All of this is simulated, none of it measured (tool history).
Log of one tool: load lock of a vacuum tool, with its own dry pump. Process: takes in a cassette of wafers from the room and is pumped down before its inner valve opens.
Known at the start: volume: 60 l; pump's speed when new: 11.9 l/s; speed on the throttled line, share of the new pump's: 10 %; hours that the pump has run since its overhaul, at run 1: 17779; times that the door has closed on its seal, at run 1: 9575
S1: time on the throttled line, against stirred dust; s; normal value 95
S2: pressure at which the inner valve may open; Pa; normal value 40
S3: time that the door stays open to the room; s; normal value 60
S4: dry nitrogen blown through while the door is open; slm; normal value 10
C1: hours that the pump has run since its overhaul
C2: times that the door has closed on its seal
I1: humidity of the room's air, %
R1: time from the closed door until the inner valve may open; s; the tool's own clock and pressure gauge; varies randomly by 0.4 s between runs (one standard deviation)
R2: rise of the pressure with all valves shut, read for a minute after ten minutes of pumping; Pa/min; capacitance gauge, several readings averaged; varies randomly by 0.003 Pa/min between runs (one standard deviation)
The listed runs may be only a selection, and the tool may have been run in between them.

Run 1, hour 0: usual settings; C1 17779; C2 9575; I1 44.7. Result: R1 132.6 s, R2 0.106 Pa/min.
Run 2, hour 255.2: usual settings; C1 18034; C2 10408; I1 41.7. Result: R1 131.5 s, R2 0.118 Pa/min.
Run 3, hour 732.4: usual settings; C1 18511; C2 11964; I1 48.1. Result: R1 132 s, R2 0.136 Pa/min.
Run 4, hour 955: usual settings; C1 18734; C2 12690; I1 41.7. Result: R1 132.8 s, R2 0.139 Pa/min.
Run 5, hour 1418.5: usual settings; C1 19198; C2 14201; I1 43.9. Result: R1 132.9 s, R2 0.161 Pa/min.
Run 6, hour 1829.3: usual settings; C1 19608; C2 15541; I1 44.7. Result: R1 132.6 s, R2 0.174 Pa/min.
Run 7, hour 2243.6: usual settings but S2 73 Pa; C1 20023; C2 16892; I1 40.7. Result: R1 129.5 s, R2 0.191 Pa/min.
Run 8, hour 2636.6: usual settings but S4 31 slm; C1 20416; C2 18174; I1 48.5. Result: R1 133.5 s, R2 0.205 Pa/min.
Run 9, hour 3083.4: usual settings but S4 35 slm; C1 20862; C2 19631; I1 45.1. Result: R1 133.6 s, R2 0.224 Pa/min.
Run 10, hour 3482.6: usual settings; C1 21262; C2 20932; I1 42.2. Result: R1 133.7 s, R2 0.255 Pa/min.
Run 11, hour 3824.8: usual settings; C1 21604; C2 22049; I1 47.3. Result: R1 134.3 s, R2 0.286 Pa/min.
Run 12, hour 4337.6: usual settings but S1 168 s, S2 29 Pa, S4 11 slm; C1 22117; C2 23721; I1 47.1. Result: R1 199.7 s, R2 0.31 Pa/min.
Run 13, hour 4603: usual settings but S1 168 s, S2 29 Pa, S4 11 slm; C1 22382; C2 24586; I1 44.4. Result: R1 201.3 s, R2 0.32 Pa/min.
At hour 4650.4: door's seal changed, seat wiped.
Run 14, hour 5073.5: usual settings but S1 50 s; C1 22851; C2 1380; I1 48.7. Result: R1 95.4 s, R2 0.039 Pa/min.
Run 15, hour 5415.5: usual settings but S1 100 s, S2 43 Pa, S3 55 s, S4 4 slm; C1 23193; C2 2495; I1 45.7. Result: R1 139.1 s, R2 0.042 Pa/min.
Run 16, hour 5925: usual settings but S1 100 s, S2 43 Pa, S3 55 s, S4 15 slm; C1 23703; C2 4157; I1 47.5. Result: R1 138.5 s, R2 0.043 Pa/min.
Run 17, hour 6187.2: usual settings but S1 100 s, S2 43 Pa, S3 55 s, S4 15 slm; C1 23965; C2 5012; I1 42.2. Result: R1 139.2 s, R2 0.044 Pa/min.
At hour 6339.4: dry pump taken out, an overhauled one fitted.
Run 18, hour 6464.2: usual settings but S1 100 s, S2 43 Pa, S3 55 s, S4 15 slm; C1 125; C2 5895; I1 44.3. Result: R1 129.5 s, R2 0.057 Pa/min.
Run 19, hour 6826.9: usual settings but S1 102 s, S2 34 Pa, S4 21 slm; C1 487; C2 7078; I1 43.3. Result: R1 131.7 s, R2 0.064 Pa/min.
Run 20, hour 7301.9: usual settings but S1 90 s, S2 34 Pa, S4 14 slm; C1 962; C2 8627; I1 47.2. Result: R1 122.1 s, R2 0.079 Pa/min.
Run 21, hour 7596.9: usual settings but S2 67 Pa, S4 25 slm; C1 1257; C2 9589; I1 47.8. Result: R1 122.2 s, R2 0.082 Pa/min.
Run 22, hour 7943.9: usual settings but S2 67 Pa, S3 53 s, S4 23 slm; C1 1604; C2 10721; I1 46.8. Result: R1 122.7 s, R2 0.097 Pa/min.

Here are 3 independent what-if runs from the current tool condition. What would each one return?
Run A, hour 8416.4: usual settings but S1 50 s, S2 39 Pa, S4 29 slm; C1 2077; C2 12262; I1 48.2. Result: R1 ?, R2 ?.
Run B, hour 8416.4: usual settings but S1 170 s, S2 66 Pa, S4 6 slm; C1 2077; C2 12262; I1 47.5. Result: R1 ?, R2 ?.
Run C, hour 8416.4: usual settings but S1 72 s, S3 71 s; C1 2077; C2 12262; I1 43.5. Result: R1 ?, R2 ?.

run     R1     R2
  A     85  0.114
  B  190.2  0.133
  C  104.9   0.12
Without the tool's hidden state the same runs would have given:
run     R1     R2
  A   84.7  0.019
  B    190  0.037
  C  104.5  0.026
